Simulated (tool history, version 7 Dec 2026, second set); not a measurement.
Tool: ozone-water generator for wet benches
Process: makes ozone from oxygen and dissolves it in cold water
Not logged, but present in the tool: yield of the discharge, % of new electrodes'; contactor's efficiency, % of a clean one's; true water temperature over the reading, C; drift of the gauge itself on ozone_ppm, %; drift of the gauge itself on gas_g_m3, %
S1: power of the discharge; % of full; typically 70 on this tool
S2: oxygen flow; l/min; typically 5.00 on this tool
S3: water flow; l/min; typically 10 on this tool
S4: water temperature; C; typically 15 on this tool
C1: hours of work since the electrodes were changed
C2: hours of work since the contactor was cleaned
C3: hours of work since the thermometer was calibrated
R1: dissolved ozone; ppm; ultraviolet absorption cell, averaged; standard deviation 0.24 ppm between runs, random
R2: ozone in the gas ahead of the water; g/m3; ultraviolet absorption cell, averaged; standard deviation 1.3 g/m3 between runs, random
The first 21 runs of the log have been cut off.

run	hour	S1	S2	S3	S4	C1	C2	C3	R1	R2
22	1294.3	70	4.45	10	12	3108	1435	856	36.5	237.4
23	1340.3	70	4.91	10	16	3145	1472	893	33.5	227.2
24	1419.0	82	5.00	10	11	3207	1534	955	42.2	258.0
25	1502.2	51	2.83	9	15	3273	1600	1022	27.2	216.6
26	1579.6	51	7.32	12	15	3335	1662	1083	23.4	149.9
27	1645.4	70	3.28	10	15	3387	1714	1135	32.9	265.0
28	1710.5	70	3.28	10	15	3439	1766	1187	32.9	265.4
29	1786.8	70	5.00	12	15	3499	1826	1248	29.6	226.7
30	1845.9	70	5.00	12	15	3546	1873	1295	30.2	225.3
31	1924.2	70	2.53	12	20	3608	1935	1357	25.1	287.3
32	1995.6	70	2.53	12	20	3665	1992	1414	25.0	289.7

Forecast each of these 4 alternatives for the next run:
A	2041.3	64	3.62	12	20	3701	2028	1450	?	?
B	2041.3	58	4.16	10	20	3701	2028	1450	?	?
C	2041.3	70	4.52	10	19	3701	2028	1450	?	?
D	2041.3	70	4.29	7	20	3701	2028	1450	?	?

run	R1	R2
A	24.7	236.6
B	26.4	206.8
C	31.6	233.3
D	39.1	236.8
With the hidden condition removed and each run's random variation left untouched, the same runs would have given:
run	R1	R2
A	26.8	248.5
B	28.4	216.3
C	34.3	246.1
D	42.2	249.7
